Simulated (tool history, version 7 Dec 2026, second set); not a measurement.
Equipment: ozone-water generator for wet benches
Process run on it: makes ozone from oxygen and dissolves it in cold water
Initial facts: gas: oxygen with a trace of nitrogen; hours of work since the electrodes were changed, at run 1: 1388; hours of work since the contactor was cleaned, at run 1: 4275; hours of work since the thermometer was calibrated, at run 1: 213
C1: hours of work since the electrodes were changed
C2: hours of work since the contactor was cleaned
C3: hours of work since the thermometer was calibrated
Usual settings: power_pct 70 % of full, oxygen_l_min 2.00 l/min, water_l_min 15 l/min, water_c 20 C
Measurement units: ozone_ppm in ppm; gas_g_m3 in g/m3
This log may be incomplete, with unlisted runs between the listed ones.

Run 1, day 0.000: usual settings; C1 1388; C2 4275; C3 213. Result: ozone_ppm 12.5 ppm, gas_g_m3 247.9 g/m3.
Run 2, day 2.208: usual settings; C1 1423; C2 4310; C3 248. Result: ozone_ppm 12.3 ppm, gas_g_m3 246.3 g/m3.
Run 3, day 6.046: usual settings; C1 1484; C2 4370; C3 309. Result: ozone_ppm 12.3 ppm, gas_g_m3 246.2 g/m3.
Run 4, day 10.625: usual settings; C1 1556; C2 4443; C3 381. Result: ozone_ppm 12.3 ppm, gas_g_m3 244.4 g/m3.
Run 5, day 13.692: usual settings; C1 1605; C2 4491; C3 430. Result: ozone_ppm 12.2 ppm, gas_g_m3 244.8 g/m3.
Run 6, day 16.983: usual settings; C1 1657; C2 4544; C3 482. Result: ozone_ppm 12.1 ppm, gas_g_m3 246.1 g/m3.
Run 7, day 20.717: usual settings; C1 1716; C2 4603; C3 541. Result: ozone_ppm 12.1 ppm, gas_g_m3 241.2 g/m3.
Run 8, day 24.621: usual settings; C1 1778; C2 4664; C3 603. Result: ozone_ppm 12.0 ppm, gas_g_m3 241.7 g/m3.
Run 9, day 29.354: usual settings; C1 1853; C2 4739; C3 678. Result: ozone_ppm 11.9 ppm, gas_g_m3 242.3 g/m3.
At day 29.683: water thermometer calibrated.
Run 10, day 34.017: usual settings; C1 1926; C2 4813; C3 69. Result: ozone_ppm 12.0 ppm, gas_g_m3 242.3 g/m3.
Run 11, day 38.150: usual settings; C1 1992; C2 4878; C3 134. Result: ozone_ppm 11.9 ppm, gas_g_m3 239.6 g/m3.
Run 12, day 42.304: usual settings but power_pct 67 % of full; C1 2057; C2 4944; C3 200. Result: ozone_ppm 11.5 ppm, gas_g_m3 233.3 g/m3.
Run 13, day 45.646: usual settings but power_pct 74 % of full; C1 2110; C2 4997; C3 253. Result: ozone_ppm 12.5 ppm, gas_g_m3 253.0 g/m3.
Run 14, day 48.658: usual settings but power_pct 74 % of full; C1 2158; C2 5045; C3 300. Result: ozone_ppm 12.6 ppm, gas_g_m3 249.2 g/m3.
Run 15, day 53.783: usual settings but power_pct 49 % of full, oxygen_l_min 1.89 l/min, water_c 19 C; C1 2239; C2 5126; C3 382. Result: ozone_ppm 8.8 ppm, gas_g_m3 181.1 g/m3.
Run 16, day 56.954: usual settings but power_pct 79 % of full, oxygen_l_min 1.54 l/min, water_l_min 23 l/min, water_c 19 C; C1 2289; C2 5176; C3 432. Result: ozone_ppm 7.8 ppm, gas_g_m3 295.9 g/m3.
At day 59.596: water thermometer calibrated, once more.
Run 17, day 61.696: usual settings but power_pct 92 % of full, oxygen_l_min 2.53 l/min, water_c 15 C; C1 2364; C2 5251; C3 33. Result: ozone_ppm 16.6 ppm, gas_g_m3 272.0 g/m3.
Run 18, day 64.079: usual settings but power_pct 92 % of full, oxygen_l_min 2.53 l/min, water_c 15 C; C1 2402; C2 5289; C3 71. Result: ozone_ppm 16.5 ppm, gas_g_m3 271.6 g/m3.
Run 19, day 68.746: usual settings but power_pct 76 % of full, water_c 24 C; C1 2476; C2 5363; C3 145. Result: ozone_ppm 12.4 ppm, gas_g_m3 255.4 g/m3.
Run 20, day 72.262: usual settings but power_pct 83 % of full, oxygen_l_min 2.71 l/min, water_l_min 13 l/min, water_c 13 C; C1 2531; C2 5418; C3 201. Result: ozone_ppm 18.0 ppm, gas_g_m3 238.0 g/m3.
Run 21, day 75.917: usual settings but power_pct 50 % of full, oxygen_l_min 1.15 l/min, water_l_min 12 l/min, water_c 12 C; C1 2589; C2 5476; C3 258. Result: ozone_ppm 9.7 ppm, gas_g_m3 227.7 g/m3.
Run 22, day 79.992: usual settings but power_pct 61 % of full, oxygen_l_min 1.89 l/min, water_c 19 C; C1 2654; C2 5541; C3 323. Result: ozone_ppm 10.4 ppm, gas_g_m3 213.8 g/m3.
Run 23, day 83.712: usual settings but water_c 21 C; C1 2713; C2 5600; C3 382. Result: ozone_ppm 11.4 ppm, gas_g_m3 238.2 g/m3.
Run 24, day 87.825: usual settings but oxygen_l_min 2.40 l/min, water_l_min 10 l/min, water_c 19 C; C1 2778; C2 5665; C3 447. Result: ozone_ppm 17.1 ppm, gas_g_m3 217.7 g/m3.
Run 25, day 90.533: usual settings but power_pct 71 % of full, oxygen_l_min 2.09 l/min, water_l_min 10 l/min, water_c 16 C; C1 2821; C2 5708; C3 490. Result: ozone_ppm 17.8 ppm, gas_g_m3 234.3 g/m3.
Run 26, day 95.233: usual settings but power_pct 71 % of full, oxygen_l_min 2.09 l/min, water_l_min 10 l/min, water_c 16 C; C1 2895; C2 5782; C3 564. Result: ozone_ppm 17.6 ppm, gas_g_m3 235.3 g/m3.
Run 27, day 97.583: usual settings but power_pct 71 % of full, oxygen_l_min 1.89 l/min, water_l_min 10 l/min, water_c 16 C; C1 2932; C2 5819; C3 602. Result: ozone_ppm 17.3 ppm, gas_g_m3 242.5 g/m3.

5 ways to go on from here, each from the tool as it stands after run 27. What would each give?
Run A, day 102.008: usual settings but power_pct 71 % of full, oxygen_l_min 1.17 l/min, water_l_min 10 l/min, water_c 13 C; C1 3003; C2 5889; C3 672. Result: ozone_ppm ?, gas_g_m3 ?.
Run B, day 102.008: usual settings but power_pct 57 % of full, oxygen_l_min 1.89 l/min, water_l_min 10 l/min, water_c 16 C; C1 3003; C2 5889; C3 672. Result: ozone_ppm ?, gas_g_m3 ?.
Run C, day 102.008: usual settings but water_c 15 C; C1 3003; C2 5889; C3 672. Result: ozone_ppm ?, gas_g_m3 ?.
Run D, day 102.008: usual settings but water_l_min 16 l/min; C1 3003; C2 5889; C3 672. Result: ozone_ppm ?, gas_g_m3 ?.
Run E, day 102.008: usual settings but power_pct 62 % of full, water_c 14 C; C1 3003; C2 5889; C3 672. Result: ozone_ppm ?, gas_g_m3 ?.

run  ozone_ppm  gas_g_m3
  A       15.5     300.2
  B       14.3     203.0
  C       12.3     236.2
  D       11.1     234.3
  E       11.1     211.3
Stripped of hidden state, with their random variation kept, the same runs would have yielded:
run  ozone_ppm  gas_g_m3
  A       17.7     325.4
  B       16.1     216.7
  C       14.0     255.8
  D       12.7     253.7
  E       12.6     226.8
